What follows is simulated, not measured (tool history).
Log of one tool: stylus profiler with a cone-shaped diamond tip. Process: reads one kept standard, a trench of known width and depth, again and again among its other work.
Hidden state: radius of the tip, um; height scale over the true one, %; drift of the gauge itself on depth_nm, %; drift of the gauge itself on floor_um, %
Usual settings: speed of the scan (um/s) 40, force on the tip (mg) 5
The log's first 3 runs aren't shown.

run	hour	speed of the scan (um/s)	force on the tip (mg)	scans with this tip	hours of work since the height scale was calibrated	depth of the trench (Å)	width of the trench's floor (um)
4	291.4	34	5	19469	1426	10033.4	44.99
5	369	40	11.59	19999	1465	10105.7	44.96
6	474.2	106	5	20718	1518	10031.3	44.77
7	520.5	106	5	21035	1541	10029.5	44.76
8	620.8	106	5	21721	1591	10026.6	44.7
9	705.1	10	5	22297	1633	10028	44.96
10	805.6	10	5	22984	1683	10027.6	44.82
11	872.2	10	5	23440	1717	10025.7	44.86
12	925.3	40	9.8	23803	1743	10077.7	44.78
13	1009.9	40	6.01	24381	1786	10032.9	44.71
14	1098.7	40	6.01	24988	1830	10030.1	44.74
15	1199.3	40	3.02	25676	1881	9987	44.64
16	1303	40	5	26385	1933	10015.4	44.59
17	1351	40	5	26713	1957	10010.8	44.58
18	1414.6	40	5	27148	1988	10010.1	44.6

The next listed run, before its measurement:
19	1474.1	40	5	27555	2018	?	?

Run 19 gave depth of the trench (Å) 10008.4, width of the trench's floor (um) 44.54.
Without the tool's hidden state the same run would have given depth of the trench (Å) 10101.3, width of the trench's floor (um) 46.44.
